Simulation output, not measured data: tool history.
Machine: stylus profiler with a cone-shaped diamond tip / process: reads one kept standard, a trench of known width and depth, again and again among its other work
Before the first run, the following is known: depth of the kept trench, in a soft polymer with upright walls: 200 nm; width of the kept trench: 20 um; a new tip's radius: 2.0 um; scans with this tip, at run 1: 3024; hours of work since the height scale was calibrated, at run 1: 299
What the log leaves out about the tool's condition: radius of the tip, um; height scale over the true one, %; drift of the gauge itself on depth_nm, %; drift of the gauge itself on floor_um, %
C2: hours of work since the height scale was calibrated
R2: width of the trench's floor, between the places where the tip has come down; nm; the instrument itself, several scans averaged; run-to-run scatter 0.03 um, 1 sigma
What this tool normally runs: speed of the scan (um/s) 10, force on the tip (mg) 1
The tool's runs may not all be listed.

run 1 hour=0 | speed_of_the_scan_(um/s)=10 force_on_the_tip_(mg)=1 | scans_with_this_tip=3024 C2=299 | depth_of_the_trench_(nm)=200.85 R2=17750
run 2 hour=83.9 | speed_of_the_scan_(um/s)=10 force_on_the_tip_(mg)=0.99 | scans_with_this_tip=3615 C2=358 | depth_of_the_trench_(nm)=200.89 R2=17740
run 3 hour=159.7 | speed_of_the_scan_(um/s)=10 force_on_the_tip_(mg)=0.99 | scans_with_this_tip=4150 C2=411 | depth_of_the_trench_(nm)=200.82 R2=17720
run 4 hour=210.7 | speed_of_the_scan_(um/s)=10 force_on_the_tip_(mg)=0.99 | scans_with_this_tip=4509 C2=446 | depth_of_the_trench_(nm)=200.85 R2=17630
run 5 hour=258.9 | speed_of_the_scan_(um/s)=10 force_on_the_tip_(mg)=0.99 | scans_with_this_tip=4850 C2=480 | depth_of_the_trench_(nm)=200.74 R2=17650
run 6 hour=367.2 | speed_of_the_scan_(um/s)=10 force_on_the_tip_(mg)=0.38 | scans_with_this_tip=5613 C2=556 | depth_of_the_trench_(nm)=200.13 R2=17510
run 7 hour=480.9 | speed_of_the_scan_(um/s)=18 force_on_the_tip_(mg)=1 | scans_with_this_tip=6415 C2=635 | depth_of_the_trench_(nm)=200.56 R2=17400
run 8 hour=563 | speed_of_the_scan_(um/s)=10 force_on_the_tip_(mg)=0.9 | scans_with_this_tip=6994 C2=692 | depth_of_the_trench_(nm)=200.59 R2=17420
run 9 hour=648.5 | speed_of_the_scan_(um/s)=10 force_on_the_tip_(mg)=0.9 | scans_with_this_tip=7597 C2=752 | depth_of_the_trench_(nm)=200.66 R2=17370
run 10 hour=721.7 | speed_of_the_scan_(um/s)=10 force_on_the_tip_(mg)=0.72 | scans_with_this_tip=8113 C2=803 | depth_of_the_trench_(nm)=200.27 R2=17340
-- hour=727.7 height scale calibrated on a step standard
run 11 hour=779.5 | speed_of_the_scan_(um/s)=4 force_on_the_tip_(mg)=0.72 | scans_with_this_tip=8517 C2=36 | depth_of_the_trench_(nm)=200.16 R2=17340
run 12 hour=838.6 | speed_of_the_scan_(um/s)=4 force_on_the_tip_(mg)=0.72 | scans_with_this_tip=8934 C2=77 | depth_of_the_trench_(nm)=199.94 R2=17230
run 13 hour=919.9 | speed_of_the_scan_(um/s)=4 force_on_the_tip_(mg)=0.72 | scans_with_this_tip=9507 C2=134 | depth_of_the_trench_(nm)=200.04 R2=17270
run 14 hour=1014.5 | speed_of_the_scan_(um/s)=8 force_on_the_tip_(mg)=1 | scans_with_this_tip=10174 C2=200 | depth_of_the_trench_(nm)=200.26 R2=17250
run 15 hour=1106.4 | speed_of_the_scan_(um/s)=8 force_on_the_tip_(mg)=1 | scans_with_this_tip=10822 C2=264 | depth_of_the_trench_(nm)=200.16 R2=17050
-- hour=1148.2 height scale calibrated on a step standard, once more
run 16 hour=1171.2 | speed_of_the_scan_(um/s)=3 force_on_the_tip_(mg)=0.41 | scans_with_this_tip=11276 C2=16 | depth_of_the_trench_(nm)=200.53 R2=17090
run 17 hour=1272.4 | speed_of_the_scan_(um/s)=3 force_on_the_tip_(mg)=0.41 | scans_with_this_tip=11990 C2=87 | depth_of_the_trench_(nm)=200.43 R2=17030
run 18 hour=1384.8 | speed_of_the_scan_(um/s)=25 force_on_the_tip_(mg)=1 | scans_with_this_tip=12782 C2=165 | depth_of_the_trench_(nm)=200.83 R2=16860
run 19 hour=1432.1 | speed_of_the_scan_(um/s)=25 force_on_the_tip_(mg)=1 | scans_with_this_tip=13116 C2=198 | depth_of_the_trench_(nm)=200.72 R2=16760
run 20 hour=1544.1 | speed_of_the_scan_(um/s)=2 force_on_the_tip_(mg)=1.1 | scans_with_this_tip=13906 C2=276 | depth_of_the_trench_(nm)=200.82 R2=16930
run 21 hour=1645.8 | speed_of_the_scan_(um/s)=39 force_on_the_tip_(mg)=0.52 | scans_with_this_tip=14623 C2=347 | depth_of_the_trench_(nm)=200.27 R2=16390
-- hour=1684.3 new tip fitted, height scale calibrated
run 22 hour=1756.2 | speed_of_the_scan_(um/s)=30 force_on_the_tip_(mg)=0.56 | scans_with_this_tip=507 C2=50 | depth_of_the_trench_(nm)=200.65 R2=17830
run 23 hour=1853.7 | speed_of_the_scan_(um/s)=21 force_on_the_tip_(mg)=1.15 | scans_with_this_tip=1194 C2=118 | depth_of_the_trench_(nm)=201.06 R2=17960

Forecast run 24:
run 24 hour=1906.5 | speed_of_the_scan_(um/s)=21 force_on_the_tip_(mg)=1.15 | scans_with_this_tip=1567 C2=155 | depth_of_the_trench_(nm)=? R2=?

Run 24 measured depth of the trench (nm) 200.95, R2 17910 nm.
The same run, on a tool lacking any hidden state, would have yielded depth of the trench (nm) 200.99, R2 18100 nm.
